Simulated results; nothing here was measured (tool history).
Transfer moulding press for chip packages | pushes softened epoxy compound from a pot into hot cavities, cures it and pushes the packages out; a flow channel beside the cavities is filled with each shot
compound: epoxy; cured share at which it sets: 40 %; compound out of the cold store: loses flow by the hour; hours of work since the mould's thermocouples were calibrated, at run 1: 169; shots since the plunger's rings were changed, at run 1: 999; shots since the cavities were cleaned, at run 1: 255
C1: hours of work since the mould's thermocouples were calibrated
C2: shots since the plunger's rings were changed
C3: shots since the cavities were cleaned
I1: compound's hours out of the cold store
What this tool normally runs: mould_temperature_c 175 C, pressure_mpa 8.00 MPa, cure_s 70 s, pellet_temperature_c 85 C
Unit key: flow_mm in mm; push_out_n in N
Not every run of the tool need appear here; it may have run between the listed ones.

{"run": 1, "day": 0.0, "mould_temperature_c": 175, "pressure_mpa": 8.0, "cure_s": 70, "pellet_temperature_c": 85, "C1": 169, "C2": 999, "C3": 255, "I1": 33.4, "flow_mm": 544, "push_out_n": 373}
{"run": 2, "day": 0.946, "mould_temperature_c": 175, "pressure_mpa": 8.0, "cure_s": 70, "pellet_temperature_c": 85, "C1": 184, "C2": 1334, "C3": 590, "I1": 15.9, "flow_mm": 570, "push_out_n": 433}
{"day": 1.129, "done": "cavities cleaned with cleaning compound and waxed"}
{"run": 3, "day": 2.329, "mould_temperature_c": 175, "pressure_mpa": 8.0, "cure_s": 70, "pellet_temperature_c": 85, "C1": 204, "C2": 1802, "C3": 425, "I1": 42.3, "flow_mm": 524, "push_out_n": 388}
{"day": 2.971, "done": "cavities cleaned with cleaning compound and waxed"}
{"run": 4, "day": 3.579, "mould_temperature_c": 175, "pressure_mpa": 6.63, "cure_s": 70, "pellet_temperature_c": 85, "C1": 223, "C2": 2223, "C3": 215, "I1": 43.9, "flow_mm": 474, "push_out_n": 355}
{"run": 5, "day": 4.296, "mould_temperature_c": 175, "pressure_mpa": 8.0, "cure_s": 70, "pellet_temperature_c": 85, "C1": 234, "C2": 2478, "C3": 470, "I1": 28.3, "flow_mm": 543, "push_out_n": 410}
{"day": 4.775, "done": "cavities cleaned with cleaning compound and waxed"}
{"run": 6, "day": 5.775, "mould_temperature_c": 169, "pressure_mpa": 8.0, "cure_s": 70, "pellet_temperature_c": 85, "C1": 256, "C2": 2981, "C3": 355, "I1": 23.0, "flow_mm": 563, "push_out_n": 619}
{"day": 6.562, "done": "cavities cleaned with cleaning compound and waxed"}
{"run": 7, "day": 7.117, "mould_temperature_c": 169, "pressure_mpa": 8.0, "cure_s": 70, "pellet_temperature_c": 85, "C1": 276, "C2": 3434, "C3": 197, "I1": 22.1, "flow_mm": 561, "push_out_n": 574}
{"run": 8, "day": 8.1, "mould_temperature_c": 169, "pressure_mpa": 8.0, "cure_s": 70, "pellet_temperature_c": 85, "C1": 292, "C2": 3783, "C3": 546, "I1": 11.3, "flow_mm": 578, "push_out_n": 696}
{"day": 8.317, "done": "cavities cleaned with cleaning compound and waxed"}
{"run": 9, "day": 9.046, "mould_temperature_c": 175, "pressure_mpa": 8.0, "cure_s": 59, "pellet_temperature_c": 85, "C1": 305, "C2": 4096, "C3": 258, "I1": 47.3, "flow_mm": 502, "push_out_n": 572}
{"day": 10.071, "done": "cavities cleaned with cleaning compound and waxed"}
{"run": 10, "day": 10.333, "mould_temperature_c": 175, "pressure_mpa": 8.0, "cure_s": 70, "pellet_temperature_c": 80, "C1": 324, "C2": 4531, "C3": 93, "I1": 37.1, "flow_mm": 519, "push_out_n": 332}
{"run": 11, "day": 11.333, "mould_temperature_c": 175, "pressure_mpa": 6.22, "cure_s": 70, "pellet_temperature_c": 80, "C1": 340, "C2": 4886, "C3": 448, "I1": 36.0, "flow_mm": 458, "push_out_n": 424}
{"day": 11.904, "done": "cavities cleaned with cleaning compound and waxed"}
{"run": 12, "day": 12.238, "mould_temperature_c": 175, "pressure_mpa": 6.22, "cure_s": 70, "pellet_temperature_c": 80, "C1": 353, "C2": 5184, "C3": 119, "I1": 37.3, "flow_mm": 452, "push_out_n": 349}
{"run": 13, "day": 13.55, "mould_temperature_c": 175, "pressure_mpa": 8.0, "cure_s": 70, "pellet_temperature_c": 85, "C1": 374, "C2": 5649, "C3": 584, "I1": 29.8, "flow_mm": 525, "push_out_n": 418}
{"day": 13.679, "done": "cavities cleaned with cleaning compound and waxed"}
{"day": 15.075, "done": "plunger's sealing rings changed"}
{"run": 14, "day": 15.112, "mould_temperature_c": 175, "pressure_mpa": 8.0, "cure_s": 70, "pellet_temperature_c": 85, "C1": 396, "C2": 13, "C3": 472, "I1": 13.0, "flow_mm": 586, "push_out_n": 427}
{"day": 15.575, "done": "cavities cleaned with cleaning compound and waxed"}
{"run": 15, "day": 16.129, "mould_temperature_c": 175, "pressure_mpa": 8.0, "cure_s": 70, "pellet_temperature_c": 89, "C1": 411, "C2": 352, "C3": 198, "I1": 18.6, "flow_mm": 572, "push_out_n": 374}
{"day": 17.408, "done": "cavities cleaned with cleaning compound and waxed"}
{"run": 16, "day": 17.512, "mould_temperature_c": 167, "pressure_mpa": 6.99, "cure_s": 83, "pellet_temperature_c": 78, "C1": 431, "C2": 820, "C3": 38, "I1": 22.7, "flow_mm": 542, "push_out_n": 422}
{"run": 17, "day": 18.429, "mould_temperature_c": 167, "pressure_mpa": 9.41, "cure_s": 57, "pellet_temperature_c": 78, "C1": 445, "C2": 1144, "C3": 362, "I1": 9.1, "flow_mm": 657, "push_out_n": 1052}
{"day": 19.188, "done": "cavities cleaned with cleaning compound and waxed"}
{"run": 18, "day": 19.667, "mould_temperature_c": 172, "pressure_mpa": 9.41, "cure_s": 66, "pellet_temperature_c": 81, "C1": 464, "C2": 1562, "C3": 171, "I1": 37.2, "flow_mm": 591, "push_out_n": 538}
{"run": 19, "day": 20.817, "mould_temperature_c": 172, "pressure_mpa": 9.41, "cure_s": 66, "pellet_temperature_c": 81, "C1": 482, "C2": 1969, "C3": 578, "I1": 16.9, "flow_mm": 618, "push_out_n": 656}
{"day": 20.958, "done": "cavities cleaned with cleaning compound and waxed"}
{"run": 20, "day": 21.721, "mould_temperature_c": 172, "pressure_mpa": 9.41, "cure_s": 66, "pellet_temperature_c": 81, "C1": 495, "C2": 2268, "C3": 271, "I1": 18.2, "flow_mm": 615, "push_out_n": 610}
{"day": 22.712, "done": "cavities cleaned with cleaning compound and waxed"}
{"run": 21, "day": 23.196, "mould_temperature_c": 172, "pressure_mpa": 8.54, "cure_s": 66, "pellet_temperature_c": 81, "C1": 517, "C2": 2768, "C3": 170, "I1": 14.1, "flow_mm": 596, "push_out_n": 590}
{"run": 22, "day": 24.262, "mould_temperature_c": 180, "pressure_mpa": 9.49, "cure_s": 66, "pellet_temperature_c": 81, "C1": 534, "C2": 3148, "C3": 550, "I1": 29.8, "flow_mm": 575, "push_out_n": 374}
{"day": 24.55, "done": "cavities cleaned with cleaning compound and waxed"}
{"run": 23, "day": 24.958, "mould_temperature_c": 180, "pressure_mpa": 9.49, "cure_s": 66, "pellet_temperature_c": 81, "C1": 544, "C2": 3372, "C3": 145, "I1": 20.6, "flow_mm": 589, "push_out_n": 311}
{"day": 26.296, "done": "cavities cleaned with cleaning compound and waxed"}
{"run": 24, "day": 26.412, "mould_temperature_c": 168, "pressure_mpa": 9.46, "cure_s": 72, "pellet_temperature_c": 89, "C1": 565, "C2": 3866, "C3": 42, "I1": 34.5, "flow_mm": 586, "push_out_n": 514}
{"run": 25, "day": 27.154, "mould_temperature_c": 168, "pressure_mpa": 9.89, "cure_s": 75, "pellet_temperature_c": 89, "C1": 577, "C2": 4128, "C3": 304, "I1": 15.3, "flow_mm": 631, "push_out_n": 571}
{"day": 28.071, "done": "cavities cleaned with cleaning compound and waxed"}
{"run": 26, "day": 28.367, "mould_temperature_c": 168, "pressure_mpa": 9.89, "cure_s": 75, "pellet_temperature_c": 89, "C1": 595, "C2": 4536, "C3": 104, "I1": 18.0, "flow_mm": 626, "push_out_n": 517}

4 ways to go on from here, each from the tool as it stands after run 26. What would each give?
{"run": "A", "day": 29.021, "mould_temperature_c": 175, "pressure_mpa": 8.58, "cure_s": 70, "pellet_temperature_c": 85, "C1": 605, "C2": 4769, "C3": 337, "I1": 24.9, "flow_mm": "?", "push_out_n": "?"}
{"run": "B", "day": 29.021, "mould_temperature_c": 176, "pressure_mpa": 9.14, "cure_s": 75, "pellet_temperature_c": 89, "C1": 605, "C2": 4769, "C3": 337, "I1": 46.8, "flow_mm": "?", "push_out_n": "?"}
{"run": "C", "day": 29.021, "mould_temperature_c": 179, "pressure_mpa": 9.89, "cure_s": 66, "pellet_temperature_c": 82, "C1": 605, "C2": 4769, "C3": 337, "I1": 34.2, "flow_mm": "?", "push_out_n": "?"}
{"run": "D", "day": 29.021, "mould_temperature_c": 174, "pressure_mpa": 8.0, "cure_s": 95, "pellet_temperature_c": 85, "C1": 605, "C2": 4769, "C3": 337, "I1": 30.1, "flow_mm": "?", "push_out_n": "?"}

run=A flow_mm=558 push_out_n=430
run=B flow_mm=535 push_out_n=307
run=C flow_mm=571 push_out_n=369
run=D flow_mm=530 push_out_n=226
Had the tool no hidden state, the same runs would have come out as:
run=A flow_mm=584 push_out_n=307
run=B flow_mm=560 push_out_n=224
run=C flow_mm=598 push_out_n=265
run=D flow_mm=555 push_out_n=172
